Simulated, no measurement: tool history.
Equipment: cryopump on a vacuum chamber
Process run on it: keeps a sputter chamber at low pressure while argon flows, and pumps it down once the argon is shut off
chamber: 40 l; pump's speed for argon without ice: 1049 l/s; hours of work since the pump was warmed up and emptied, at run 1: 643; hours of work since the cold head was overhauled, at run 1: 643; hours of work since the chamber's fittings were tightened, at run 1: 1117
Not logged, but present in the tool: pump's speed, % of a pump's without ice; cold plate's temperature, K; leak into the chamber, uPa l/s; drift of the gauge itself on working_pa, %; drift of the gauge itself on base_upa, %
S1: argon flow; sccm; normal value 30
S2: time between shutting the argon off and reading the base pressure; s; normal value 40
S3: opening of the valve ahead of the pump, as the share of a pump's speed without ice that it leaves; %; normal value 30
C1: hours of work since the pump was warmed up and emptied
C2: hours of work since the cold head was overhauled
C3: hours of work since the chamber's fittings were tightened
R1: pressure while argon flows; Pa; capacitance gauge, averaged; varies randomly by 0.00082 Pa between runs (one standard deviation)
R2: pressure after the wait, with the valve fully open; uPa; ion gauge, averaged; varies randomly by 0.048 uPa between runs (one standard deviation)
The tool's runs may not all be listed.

{"run": 1, "hour": 0.0, "S1": 30, "S2": 40, "S3": 30, "C1": 643, "C2": 643, "C3": 1117, "R1": 0.1685, "R2": 4.39}
{"run": 2, "hour": 25.5, "S1": 30, "S2": 187, "S3": 30, "C1": 661, "C2": 661, "C3": 1135, "R1": 0.1675, "R2": 2.42}
{"run": 3, "hour": 42.8, "S1": 30, "S2": 187, "S3": 30, "C1": 673, "C2": 673, "C3": 1148, "R1": 0.1704, "R2": 2.44}
{"run": 4, "hour": 63.3, "S1": 30, "S2": 187, "S3": 30, "C1": 688, "C2": 688, "C3": 1162, "R1": 0.1692, "R2": 2.39}
{"run": 5, "hour": 80.8, "S1": 18, "S2": 187, "S3": 30, "C1": 701, "C2": 701, "C3": 1175, "R1": 0.101, "R2": 2.46}
{"run": 6, "hour": 105.4, "S1": 18, "S2": 187, "S3": 30, "C1": 718, "C2": 718, "C3": 1193, "R1": 0.1014, "R2": 2.5}
{"run": 7, "hour": 117.8, "S1": 18, "S2": 187, "S3": 30, "C1": 727, "C2": 727, "C3": 1202, "R1": 0.1007, "R2": 2.53}
{"run": 8, "hour": 137.1, "S1": 18, "S2": 187, "S3": 30, "C1": 741, "C2": 741, "C3": 1215, "R1": 0.1015, "R2": 2.45}
{"run": 9, "hour": 162.0, "S1": 18, "S2": 187, "S3": 30, "C1": 759, "C2": 759, "C3": 1233, "R1": 0.1019, "R2": 2.56}
{"run": 10, "hour": 180.4, "S1": 18, "S2": 187, "S3": 30, "C1": 772, "C2": 772, "C3": 1246, "R1": 0.1016, "R2": 2.6}
{"run": 11, "hour": 200.0, "S1": 18, "S2": 187, "S3": 30, "C1": 786, "C2": 786, "C3": 1261, "R1": 0.1016, "R2": 2.67}
{"run": 12, "hour": 217.6, "S1": 18, "S2": 187, "S3": 30, "C1": 799, "C2": 799, "C3": 1273, "R1": 0.1011, "R2": 2.58}
{"run": 13, "hour": 235.1, "S1": 18, "S2": 187, "S3": 30, "C1": 812, "C2": 812, "C3": 1286, "R1": 0.1022, "R2": 2.67}
{"run": 14, "hour": 251.3, "S1": 30, "S2": 40, "S3": 30, "C1": 823, "C2": 823, "C3": 1298, "R1": 0.1719, "R2": 4.69}
{"run": 15, "hour": 270.8, "S1": 30, "S2": 40, "S3": 30, "C1": 837, "C2": 837, "C3": 1312, "R1": 0.1698, "R2": 4.59}
{"run": 16, "hour": 291.4, "S1": 30, "S2": 40, "S3": 30, "C1": 852, "C2": 852, "C3": 1326, "R1": 0.1701, "R2": 4.82}
{"run": 17, "hour": 312.2, "S1": 30, "S2": 40, "S3": 30, "C1": 867, "C2": 867, "C3": 1341, "R1": 0.1719, "R2": 4.79}
{"run": 18, "hour": 335.9, "S1": 30, "S2": 180, "S3": 28, "C1": 884, "C2": 884, "C3": 1358, "R1": 0.184, "R2": 2.89}
{"run": 19, "hour": 350.5, "S1": 19, "S2": 81, "S3": 30, "C1": 895, "C2": 895, "C3": 1369, "R1": 0.1088, "R2": 3.56}
{"run": 20, "hour": 367.8, "S1": 44, "S2": 79, "S3": 37, "C1": 907, "C2": 907, "C3": 1381, "R1": 0.2059, "R2": 3.53}
{"hour": 387.1, "done": "pump warmed up, emptied and cooled again"}
{"run": 21, "hour": 388.7, "S1": 31, "S2": 73, "S3": 46, "C1": 1, "C2": 919, "C3": 1393, "R1": 0.1085, "R2": 3.33}
{"run": 22, "hour": 402.5, "S1": 42, "S2": 52, "S3": 43, "C1": 11, "C2": 929, "C3": 1403, "R1": 0.1575, "R2": 3.97}
{"run": 23, "hour": 428.4, "S1": 42, "S2": 52, "S3": 43, "C1": 30, "C2": 947, "C3": 1421, "R1": 0.1586, "R2": 4.02}
{"run": 24, "hour": 451.9, "S1": 21, "S2": 51, "S3": 30, "C1": 47, "C2": 964, "C3": 1438, "R1": 0.114, "R2": 3.98}
{"run": 25, "hour": 473.8, "S1": 30, "S2": 100, "S3": 30, "C1": 62, "C2": 980, "C3": 1454, "R1": 0.1615, "R2": 3.07}
{"run": 26, "hour": 487.2, "S1": 19, "S2": 34, "S3": 48, "C1": 72, "C2": 989, "C3": 1464, "R1": 0.0656, "R2": 5.06}
{"run": 27, "hour": 510.3, "S1": 26, "S2": 152, "S3": 28, "C1": 89, "C2": 1006, "C3": 1480, "R1": 0.1511, "R2": 2.69}

What will run 28 give?
{"run": 28, "hour": 531.2, "S1": 26, "S2": 152, "S3": 28, "C1": 104, "C2": 1021, "C3": 1495, "R1": "?", "R2": "?"}

{"run 28": {"R1": 0.1514, "R2": 2.73}}
If the tool had no hidden condition, the same run with the same run-to-run variation would have returned R1 0.1501 Pa, R2 0.98 uPa.
